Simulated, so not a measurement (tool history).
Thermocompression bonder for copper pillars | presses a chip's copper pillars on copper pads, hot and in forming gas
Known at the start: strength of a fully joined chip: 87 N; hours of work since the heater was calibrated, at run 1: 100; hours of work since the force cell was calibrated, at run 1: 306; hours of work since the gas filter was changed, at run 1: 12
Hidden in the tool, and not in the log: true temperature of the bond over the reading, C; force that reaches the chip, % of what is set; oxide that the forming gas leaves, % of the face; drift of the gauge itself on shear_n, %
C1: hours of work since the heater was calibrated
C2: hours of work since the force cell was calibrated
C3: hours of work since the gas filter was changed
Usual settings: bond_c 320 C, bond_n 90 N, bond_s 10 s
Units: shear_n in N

{"run": 1, "hour": 0.0, "bond_c": 320, "bond_n": 90, "bond_s": 10, "C1": 100, "C2": 306, "C3": 12, "shear_n": 37.6}
{"run": 2, "hour": 13.2, "bond_c": 320, "bond_n": 90, "bond_s": 10, "C1": 108, "C2": 314, "C3": 20, "shear_n": 37.8}
{"run": 3, "hour": 22.9, "bond_c": 320, "bond_n": 57, "bond_s": 10, "C1": 114, "C2": 320, "C3": 26, "shear_n": 27.1}
{"run": 4, "hour": 38.6, "bond_c": 320, "bond_n": 57, "bond_s": 10, "C1": 124, "C2": 330, "C3": 35, "shear_n": 27.4}
{"run": 5, "hour": 47.9, "bond_c": 320, "bond_n": 57, "bond_s": 10, "C1": 130, "C2": 336, "C3": 41, "shear_n": 27.3}
{"run": 6, "hour": 55.4, "bond_c": 320, "bond_n": 57, "bond_s": 10, "C1": 134, "C2": 340, "C3": 46, "shear_n": 27.3}
{"run": 7, "hour": 68.5, "bond_c": 320, "bond_n": 90, "bond_s": 9, "C1": 142, "C2": 348, "C3": 54, "shear_n": 36.1}
{"run": 8, "hour": 79.1, "bond_c": 320, "bond_n": 90, "bond_s": 10, "C1": 149, "C2": 355, "C3": 60, "shear_n": 37.3}
{"run": 9, "hour": 89.6, "bond_c": 320, "bond_n": 90, "bond_s": 10, "C1": 155, "C2": 361, "C3": 67, "shear_n": 37.5}
{"run": 10, "hour": 100.2, "bond_c": 320, "bond_n": 90, "bond_s": 10, "C1": 162, "C2": 368, "C3": 73, "shear_n": 37.6}
{"run": 11, "hour": 114.4, "bond_c": 320, "bond_n": 90, "bond_s": 10, "C1": 170, "C2": 376, "C3": 82, "shear_n": 37.8}
{"run": 12, "hour": 128.5, "bond_c": 320, "bond_n": 90, "bond_s": 10, "C1": 179, "C2": 385, "C3": 90, "shear_n": 37.8}
{"run": 13, "hour": 142.0, "bond_c": 320, "bond_n": 90, "bond_s": 10, "C1": 187, "C2": 393, "C3": 99, "shear_n": 37.5}
{"run": 14, "hour": 159.6, "bond_c": 320, "bond_n": 90, "bond_s": 10, "C1": 198, "C2": 404, "C3": 110, "shear_n": 37.8}
{"run": 15, "hour": 173.5, "bond_c": 320, "bond_n": 90, "bond_s": 10, "C1": 207, "C2": 413, "C3": 118, "shear_n": 37.6}
{"run": 16, "hour": 189.6, "bond_c": 310, "bond_n": 67, "bond_s": 19, "C1": 217, "C2": 422, "C3": 128, "shear_n": 35.5}
{"run": 17, "hour": 197.3, "bond_c": 310, "bond_n": 67, "bond_s": 19, "C1": 221, "C2": 427, "C3": 133, "shear_n": 35.1}
{"run": 18, "hour": 205.9, "bond_c": 310, "bond_n": 67, "bond_s": 19, "C1": 227, "C2": 432, "C3": 138, "shear_n": 35.4}
{"run": 19, "hour": 217.1, "bond_c": 315, "bond_n": 63, "bond_s": 7, "C1": 233, "C2": 439, "C3": 145, "shear_n": 24.1}
{"run": 20, "hour": 229.2, "bond_c": 315, "bond_n": 80, "bond_s": 28, "C1": 241, "C2": 447, "C3": 152, "shear_n": 47.8}
{"run": 21, "hour": 237.2, "bond_c": 315, "bond_n": 80, "bond_s": 9, "C1": 246, "C2": 452, "C3": 157, "shear_n": 31.7}
{"run": 22, "hour": 245.4, "bond_c": 315, "bond_n": 80, "bond_s": 23, "C1": 251, "C2": 457, "C3": 162, "shear_n": 44.9}
{"run": 23, "hour": 263.0, "bond_c": 320, "bond_n": 94, "bond_s": 10, "C1": 262, "C2": 467, "C3": 173, "shear_n": 38.8}
{"run": 24, "hour": 270.6, "bond_c": 320, "bond_n": 94, "bond_s": 10, "C1": 266, "C2": 472, "C3": 178, "shear_n": 38.8}
{"run": 25, "hour": 286.2, "bond_c": 320, "bond_n": 94, "bond_s": 10, "C1": 276, "C2": 482, "C3": 187, "shear_n": 38.1}
{"run": 26, "hour": 302.6, "bond_c": 340, "bond_n": 77, "bond_s": 9, "C1": 286, "C2": 492, "C3": 197, "shear_n": 39.6}
{"run": 27, "hour": 320.2, "bond_c": 340, "bond_n": 77, "bond_s": 9, "C1": 297, "C2": 502, "C3": 208, "shear_n": 38.9}
{"run": 28, "hour": 331.6, "bond_c": 336, "bond_n": 90, "bond_s": 16, "C1": 304, "C2": 510, "C3": 215, "shear_n": 51.1}
{"run": 29, "hour": 340.0, "bond_c": 336, "bond_n": 102, "bond_s": 5, "C1": 309, "C2": 515, "C3": 220, "shear_n": 37}

4 ways to go on from here, each from the tool as it stands after run 29. What would each give?
{"run": "A", "hour": 349.0, "bond_c": 346, "bond_n": 119, "bond_s": 6, "C1": 314, "C2": 520, "C3": 226, "shear_n": "?"}
{"run": "B", "hour": 349.0, "bond_c": 328, "bond_n": 121, "bond_s": 10, "C1": 314, "C2": 520, "C3": 226, "shear_n": "?"}
{"run": "C", "hour": 349.0, "bond_c": 330, "bond_n": 91, "bond_s": 13, "C1": 314, "C2": 520, "C3": 226, "shear_n": "?"}
{"run": "D", "hour": 349.0, "bond_c": 336, "bond_n": 102, "bond_s": 5, "C1": 314, "C2": 520, "C3": 226, "shear_n": "?"}

run=A shear_n=46.9
run=B shear_n=48.7
run=C shear_n=45.9
run=D shear_n=37
Without the tool's hidden state the same runs would have given:
run=A shear_n=47
run=B shear_n=48.7
run=C shear_n=45.9
run=D shear_n=37.1

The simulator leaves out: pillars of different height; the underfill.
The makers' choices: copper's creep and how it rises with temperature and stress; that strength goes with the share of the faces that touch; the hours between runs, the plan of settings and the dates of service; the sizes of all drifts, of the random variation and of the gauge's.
